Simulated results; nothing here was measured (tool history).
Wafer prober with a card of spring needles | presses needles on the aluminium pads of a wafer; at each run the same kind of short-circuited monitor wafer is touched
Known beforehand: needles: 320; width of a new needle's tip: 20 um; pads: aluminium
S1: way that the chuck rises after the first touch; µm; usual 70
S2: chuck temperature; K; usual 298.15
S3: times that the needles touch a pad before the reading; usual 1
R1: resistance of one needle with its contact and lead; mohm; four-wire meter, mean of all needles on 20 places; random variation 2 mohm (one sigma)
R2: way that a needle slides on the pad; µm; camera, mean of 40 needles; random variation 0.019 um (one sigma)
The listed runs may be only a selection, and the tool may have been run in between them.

run,day,S1,S2,S3,R1,R2
1,0.000,70,298.15,1,220,16.17
# day 0.604: tips cleaned on abrasive film
# day 1.112: tips cleaned on abrasive film
# day 1.621: tips cleaned on abrasive film
2,1.708,70,298.15,1,222,16.16
# day 2.208: tips cleaned on abrasive film
3,2.696,70,298.15,1,223,16.14
# day 2.825: tips cleaned on abrasive film
# day 3.433: tips cleaned on abrasive film
# day 3.650: height of the first contact set anew
# day 4.008: tips cleaned on abrasive film
4,4.100,70,341.15,1,234,16.19
# day 4.608: tips cleaned on abrasive film
# day 5.212: tips cleaned on abrasive film
# day 5.783: tips cleaned on abrasive film
5,5.783,70,298.15,1,222,16.16
# day 6.404: tips cleaned on abrasive film
# day 6.988: tips cleaned on abrasive film
6,7.204,70,298.15,1,224,16.12
# day 7.542: tips cleaned on abrasive film
# day 8.096: tips cleaned on abrasive film
# day 8.712: tips cleaned on abrasive film
7,8.992,70,298.15,1,224,16.12
# day 9.246: tips cleaned on abrasive film
# day 9.883: tips cleaned on abrasive film
# day 10.392: tips cleaned on abrasive film
# day 10.971: tips cleaned on abrasive film
8,10.971,70,303.15,1,220,16.15
# day 11.567: tips cleaned on abrasive film
# day 12.075: tips cleaned on abrasive film
9,12.354,70,298.15,1,221,16.13
# day 12.588: tips cleaned on abrasive film
# day 13.212: tips cleaned on abrasive film
10,13.271,70,298.15,1,221,16.14
# day 13.779: tips cleaned on abrasive film
# day 14.379: tips cleaned on abrasive film
# day 15.004: tips cleaned on abrasive film
11,15.417,70,298.15,1,219,16.07
# day 15.546: tips cleaned on abrasive film
# day 15.758: height of the first contact set anew
# day 16.142: tips cleaned on abrasive film
12,16.375,70,298.15,1,224,16.09
# day 16.729: tips cleaned on abrasive film
# day 17.238: tips cleaned on abrasive film
# day 17.817: tips cleaned on abrasive film
13,18.246,88,298.15,1,218,20.26
# day 18.375: tips cleaned on abrasive film
# day 18.975: tips cleaned on abrasive film
# day 19.567: tips cleaned on abrasive film
14,19.862,88,298.15,1,219,20.21
# day 20.092: tips cleaned on abrasive film
# day 20.717: tips cleaned on abrasive film
# day 21.342: tips cleaned on abrasive film
# day 21.900: tips cleaned on abrasive film
15,22.029,88,298.15,2,214,20.25
# day 22.500: tips cleaned on abrasive film
# day 23.117: tips cleaned on abrasive film
# day 23.721: tips cleaned on abrasive film
16,23.850,88,322.15,2,225,20.18
# day 24.338: tips cleaned on abrasive film
# day 24.954: tips cleaned on abrasive film
17,24.967,67,338.15,2,233,15.37
# day 25.571: tips cleaned on abrasive film
# day 26.183: tips cleaned on abrasive film
# day 26.783: tips cleaned on abrasive film
18,26.804,67,338.15,2,233,15.35
# day 27.371: tips cleaned on abrasive film
# day 27.879: height of the first contact set anew
# day 28.012: tips cleaned on abrasive film
# day 28.521: tips cleaned on abrasive film
19,28.850,59,298.15,1,230,13.55
# day 29.075: tips cleaned on abrasive film
# day 29.704: tips cleaned on abrasive film
# day 30.212: tips cleaned on abrasive film
20,30.429,59,298.15,1,225,13.53

For run 21, what comes out?
# day 30.771: tips cleaned on abrasive film
# day 31.354: tips cleaned on abrasive film
# day 31.946: tips cleaned on abrasive film
21,32.350,79,302.15,1,?,?

R1: 220 mohm
R2: 18.11 µm
With no hidden state in the tool, this same run would have given R1 219 mohm, R2 18.25 µm.
